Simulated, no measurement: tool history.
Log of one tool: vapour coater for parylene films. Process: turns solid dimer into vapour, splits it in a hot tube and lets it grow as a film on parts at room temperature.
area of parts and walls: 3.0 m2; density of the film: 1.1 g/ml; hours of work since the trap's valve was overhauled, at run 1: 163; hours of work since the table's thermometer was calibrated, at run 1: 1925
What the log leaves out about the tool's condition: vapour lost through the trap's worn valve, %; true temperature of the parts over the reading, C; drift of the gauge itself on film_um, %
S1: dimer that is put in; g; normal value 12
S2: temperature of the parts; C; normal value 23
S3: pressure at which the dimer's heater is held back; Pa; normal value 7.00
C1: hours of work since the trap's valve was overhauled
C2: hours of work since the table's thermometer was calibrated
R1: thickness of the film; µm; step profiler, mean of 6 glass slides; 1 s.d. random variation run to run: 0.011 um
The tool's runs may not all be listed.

Run 1, hour 0.0: usual settings; C1 163; C2 1925. Result: R1 2.24 µm.
Run 2, hour 31.5: usual settings; C1 187; C2 1949. Result: R1 2.23 µm.
Run 3, hour 59.5: usual settings; C1 209; C2 1971. Result: R1 2.24 µm.
At hour 90.9: table's thermometer calibrated.
Run 4, hour 90.9: usual settings; C1 232; C2 0. Result: R1 2.23 µm.
Run 5, hour 131.0: usual settings but S1 7 g; C1 263; C2 31. Result: R1 1.31 µm.
Run 6, hour 164.6: usual settings but S2 34 C; C1 289; C2 57. Result: R1 1.42 µm.
Run 7, hour 225.3: usual settings but S2 34 C; C1 336; C2 104. Result: R1 1.41 µm.
Run 8, hour 279.0: usual settings but S2 34 C; C1 378; C2 145. Result: R1 1.43 µm.
Run 9, hour 332.0: usual settings but S2 34 C; C1 419; C2 186. Result: R1 1.41 µm.
Run 10, hour 391.0: usual settings but S1 19 g; C1 464; C2 232. Result: R1 3.51 µm.
Run 11, hour 450.9: usual settings; C1 511; C2 278. Result: R1 2.23 µm.
Run 12, hour 501.3: usual settings; C1 550; C2 317. Result: R1 2.23 µm.
Run 13, hour 557.2: usual settings; C1 593; C2 360. Result: R1 2.24 µm.
At hour 572.6: trap's valve overhauled.
Run 14, hour 600.4: usual settings; C1 21; C2 391. Result: R1 2.22 µm.
Run 15, hour 661.5: usual settings but S1 7 g, S2 15 C, S3 3.18 Pa; C1 69; C2 438. Result: R1 1.91 µm.
Run 16, hour 707.3: usual settings but S1 7 g, S2 15 C, S3 3.18 Pa; C1 104; C2 473. Result: R1 1.92 µm.
Run 17, hour 738.1: usual settings but S1 7 g, S2 15 C, S3 3.18 Pa; C1 128; C2 497. Result: R1 1.94 µm.
Run 18, hour 779.9: usual settings but S1 18 g, S2 28 C; C1 160; C2 529. Result: R1 2.73 µm.
Run 19, hour 807.4: usual settings but S1 18 g, S2 28 C; C1 181; C2 551. Result: R1 2.73 µm.
Run 20, hour 858.8: usual settings but S2 27 C, S3 2.01 Pa; C1 221; C2 590. Result: R1 2.11 µm.
Run 21, hour 889.8: usual settings but S1 8 g; C1 245; C2 614. Result: R1 1.47 µm.
Run 22, hour 924.6: usual settings but S1 6 g, S2 31 C; C1 272; C2 641. Result: R1 0.81 µm.
Run 23, hour 985.6: usual settings but S2 24 C, S3 3.29 Pa; C1 319; C2 688. Result: R1 2.28 µm.
Run 24, hour 1040.4: usual settings but S2 18 C, S3 8.57 Pa; C1 362; C2 731. Result: R1 2.67 µm.
Run 25, hour 1073.0: usual settings but S1 7 g; C1 387; C2 756. Result: R1 1.30 µm.
Run 26, hour 1114.9: usual settings but S1 13 g; C1 419; C2 788. Result: R1 2.42 µm.
Run 27, hour 1168.1: usual settings but S1 13 g; C1 460; C2 830. Result: R1 2.39 µm.
Run 28, hour 1217.1: usual settings but S1 13 g; C1 498; C2 867. Result: R1 2.40 µm.

Consider 5 possible next runs. They are alternatives, not a sequence: every one starts from the tool as it was left by run 28. What does each give?
Run A, hour 1268.5: usual settings but S2 17 C, S3 6.97 Pa; C1 538; C2 907. Result: R1 ?.
Run B, hour 1268.5: usual settings but S1 8 g, S2 32 C; C1 538; C2 907. Result: R1 ?.
Run C, hour 1268.5: usual settings but S1 13 g, S2 25 C; C1 538; C2 907. Result: R1 ?.
Run D, hour 1268.5: usual settings but S3 6.30 Pa; C1 538; C2 907. Result: R1 ?.
Run E, hour 1268.5: usual settings but S1 18 g, S2 34 C, S3 11.69 Pa; C1 538; C2 907. Result: R1 ?.

run    R1
  A  2.84
  B  1.02
  C  2.22
  D  2.24
  E  2.03
Had the tool no hidden state, the same runs would have come out as:
run    R1
  A  2.85
  B  1.02
  C  2.23
  D  2.25
  E  2.03
